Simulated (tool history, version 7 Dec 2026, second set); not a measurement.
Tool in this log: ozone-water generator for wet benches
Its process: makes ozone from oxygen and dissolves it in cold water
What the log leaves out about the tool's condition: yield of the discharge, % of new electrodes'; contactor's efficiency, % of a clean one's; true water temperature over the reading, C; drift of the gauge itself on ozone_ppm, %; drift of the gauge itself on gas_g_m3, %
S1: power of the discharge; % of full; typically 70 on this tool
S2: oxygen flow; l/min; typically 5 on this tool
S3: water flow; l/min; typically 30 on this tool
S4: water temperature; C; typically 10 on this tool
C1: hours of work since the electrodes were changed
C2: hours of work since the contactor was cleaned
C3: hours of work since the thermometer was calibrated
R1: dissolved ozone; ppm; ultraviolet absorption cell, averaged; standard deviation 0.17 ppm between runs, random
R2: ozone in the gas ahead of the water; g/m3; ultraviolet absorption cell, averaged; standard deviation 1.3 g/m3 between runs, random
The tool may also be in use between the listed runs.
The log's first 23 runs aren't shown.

{"run": 24, "day": 69.054, "S1": 40, "S2": 4.19, "S3": 23, "S4": 11, "C1": 3615, "C2": 2163, "C3": 176, "R1": 19.8, "R2": 183.4}
{"run": 25, "day": 71.671, "S1": 70, "S2": 5, "S3": 42, "S4": 10, "C1": 3665, "C2": 2213, "C3": 226, "R1": 15.9, "R2": 235.7}
{"run": 26, "day": 74.383, "S1": 70, "S2": 5, "S3": 19, "S4": 14, "C1": 3717, "C2": 2265, "C3": 277, "R1": 32.1, "R2": 235}
{"run": 27, "day": 76.671, "S1": 70, "S2": 5.34, "S3": 29, "S4": 10, "C1": 3761, "C2": 2308, "C3": 321, "R1": 23.8, "R2": 229.2}
{"run": 28, "day": 79.679, "S1": 95, "S2": 5, "S3": 30, "S4": 14, "C1": 3818, "C2": 2366, "C3": 379, "R1": 26, "R2": 281.2}
{"run": 29, "day": 83.029, "S1": 95, "S2": 5, "S3": 30, "S4": 14, "C1": 3882, "C2": 2430, "C3": 443, "R1": 26.1, "R2": 285.7}
{"run": 30, "day": 85.267, "S1": 66, "S2": 4.06, "S3": 42, "S4": 10, "C1": 3925, "C2": 2473, "C3": 485, "R1": 14.5, "R2": 255.4}
{"run": 31, "day": 89.096, "S1": 70, "S2": 4.66, "S3": 30, "S4": 6, "C1": 3998, "C2": 2546, "C3": 559, "R1": 23.3, "R2": 247.2}
{"run": 32, "day": 91.525, "S1": 97, "S2": 5, "S3": 30, "S4": 10, "C1": 4045, "C2": 2592, "C3": 605, "R1": 27.5, "R2": 288.1}

Alternative continuations, all from the tool just after run 32; predict every row:
{"run": "A", "day": 94.512, "S1": 97, "S2": 5, "S3": 24, "S4": 17, "C1": 4102, "C2": 2649, "C3": 662, "R1": "?", "R2": "?"}
{"run": "B", "day": 94.512, "S1": 51, "S2": 3.43, "S3": 30, "S4": 17, "C1": 4102, "C2": 2649, "C3": 662, "R1": "?", "R2": "?"}
{"run": "C", "day": 94.512, "S1": 51, "S2": 5.29, "S3": 30, "S4": 7, "C1": 4102, "C2": 2649, "C3": 662, "R1": "?", "R2": "?"}
{"run": "D", "day": 94.512, "S1": 97, "S2": 6.65, "S3": 19, "S4": 10, "C1": 4102, "C2": 2649, "C3": 662, "R1": "?", "R2": "?"}
{"run": "E", "day": 94.512, "S1": 97, "S2": 4.15, "S3": 30, "S4": 10, "C1": 4102, "C2": 2649, "C3": 662, "R1": "?", "R2": "?"}

run=A R1=31.2 R2=291.9
run=B R1=16.3 R2=239
run=C R1=19.6 R2=192.9
run=D R1=42.4 R2=251.2
run=E R1=26.5 R2=318.1
With no hidden state in the tool, these same runs would have given:
run=A R1=31.2 R2=284
run=B R1=16.3 R2=232.5
run=C R1=19.6 R2=187.7
run=D R1=42.4 R2=244.4
run=E R1=26.5 R2=309.6

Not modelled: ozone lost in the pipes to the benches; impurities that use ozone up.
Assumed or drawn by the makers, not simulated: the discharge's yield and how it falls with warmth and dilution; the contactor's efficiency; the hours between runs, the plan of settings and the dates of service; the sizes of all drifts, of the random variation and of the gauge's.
